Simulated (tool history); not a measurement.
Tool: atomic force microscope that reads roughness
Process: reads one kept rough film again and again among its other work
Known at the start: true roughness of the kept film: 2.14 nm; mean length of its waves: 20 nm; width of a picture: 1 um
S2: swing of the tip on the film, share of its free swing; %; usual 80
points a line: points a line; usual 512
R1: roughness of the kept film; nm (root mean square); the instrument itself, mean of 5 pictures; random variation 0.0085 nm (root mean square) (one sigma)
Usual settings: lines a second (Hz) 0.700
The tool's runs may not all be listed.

{"run": 1, "hour": 0.0, "lines a second (Hz)": 0.7, "S2": 80, "points a line": 512, "R1": 1.852}
{"run": 2, "hour": 6.3, "lines a second (Hz)": 0.7, "S2": 80, "points a line": 512, "R1": 1.839}
{"run": 3, "hour": 16.8, "lines a second (Hz)": 0.7, "S2": 80, "points a line": 317, "R1": 1.802}
{"run": 4, "hour": 22.1, "lines a second (Hz)": 0.7, "S2": 80, "points a line": 317, "R1": 1.797}
{"run": 5, "hour": 32.4, "lines a second (Hz)": 0.7, "S2": 80, "points a line": 317, "R1": 1.787}
{"run": 6, "hour": 39.2, "lines a second (Hz)": 0.7, "S2": 80, "points a line": 317, "R1": 1.791}
{"run": 7, "hour": 47.3, "lines a second (Hz)": 0.7, "S2": 80, "points a line": 317, "R1": 1.778}
{"run": 8, "hour": 56.0, "lines a second (Hz)": 0.7, "S2": 80, "points a line": 317, "R1": 1.787}
{"run": 9, "hour": 62.9, "lines a second (Hz)": 0.7, "S2": 65, "points a line": 512, "R1": 1.823}
{"run": 10, "hour": 68.2, "lines a second (Hz)": 0.7, "S2": 65, "points a line": 512, "R1": 1.818}
{"run": 11, "hour": 76.1, "lines a second (Hz)": 0.7, "S2": 65, "points a line": 512, "R1": 1.82}
{"run": 12, "hour": 83.5, "lines a second (Hz)": 0.7, "S2": 65, "points a line": 512, "R1": 1.786}
{"run": 13, "hour": 91.6, "lines a second (Hz)": 2.233, "S2": 74, "points a line": 626, "R1": 1.726}
{"run": 14, "hour": 101.9, "lines a second (Hz)": 3.327, "S2": 57, "points a line": 512, "R1": 1.767}
{"run": 15, "hour": 110.4, "lines a second (Hz)": 1.674, "S2": 63, "points a line": 769, "R1": 1.777}
{"run": 16, "hour": 118.2, "lines a second (Hz)": 1.812, "S2": 55, "points a line": 512, "R1": 1.789}
{"run": 17, "hour": 127.9, "lines a second (Hz)": 1.812, "S2": 55, "points a line": 512, "R1": 1.768}
{"run": 18, "hour": 134.7, "lines a second (Hz)": 2.993, "S2": 55, "points a line": 932, "R1": 1.757}
{"run": 19, "hour": 141.3, "lines a second (Hz)": 2.987, "S2": 63, "points a line": 784, "R1": 1.731}
{"run": 20, "hour": 146.1, "lines a second (Hz)": 2.987, "S2": 63, "points a line": 784, "R1": 1.73}
{"run": 21, "hour": 151.4, "lines a second (Hz)": 2.987, "S2": 63, "points a line": 784, "R1": 1.722}
{"run": 22, "hour": 161.1, "lines a second (Hz)": 3.015, "S2": 63, "points a line": 273, "R1": 1.663}
{"run": 23, "hour": 168.1, "lines a second (Hz)": 0.55, "S2": 57, "points a line": 967, "R1": 1.772}
{"run": 24, "hour": 176.5, "lines a second (Hz)": 0.55, "S2": 57, "points a line": 967, "R1": 1.749}

Forecast each of these 5 alternatives for the next run:
{"run": "A", "hour": 186.8, "lines a second (Hz)": 1.454, "S2": 84, "points a line": 588, "R1": "?"}
{"run": "B", "hour": 186.8, "lines a second (Hz)": 0.903, "S2": 80, "points a line": 266, "R1": "?"}
{"run": "C", "hour": 186.8, "lines a second (Hz)": 3.913, "S2": 80, "points a line": 336, "R1": "?"}
{"run": "D", "hour": 186.8, "lines a second (Hz)": 0.768, "S2": 76, "points a line": 277, "R1": "?"}
{"run": "E", "hour": 186.8, "lines a second (Hz)": 0.585, "S2": 65, "points a line": 542, "R1": "?"}

run=A R1=1.647
run=B R1=1.668
run=C R1=1.538
run=D R1=1.674
run=E R1=1.726
Without the tool's hidden state the same runs would have given:
run=A R1=1.806
run=B R1=1.828
run=C R1=1.684
run=D R1=1.833
run=E R1=1.891

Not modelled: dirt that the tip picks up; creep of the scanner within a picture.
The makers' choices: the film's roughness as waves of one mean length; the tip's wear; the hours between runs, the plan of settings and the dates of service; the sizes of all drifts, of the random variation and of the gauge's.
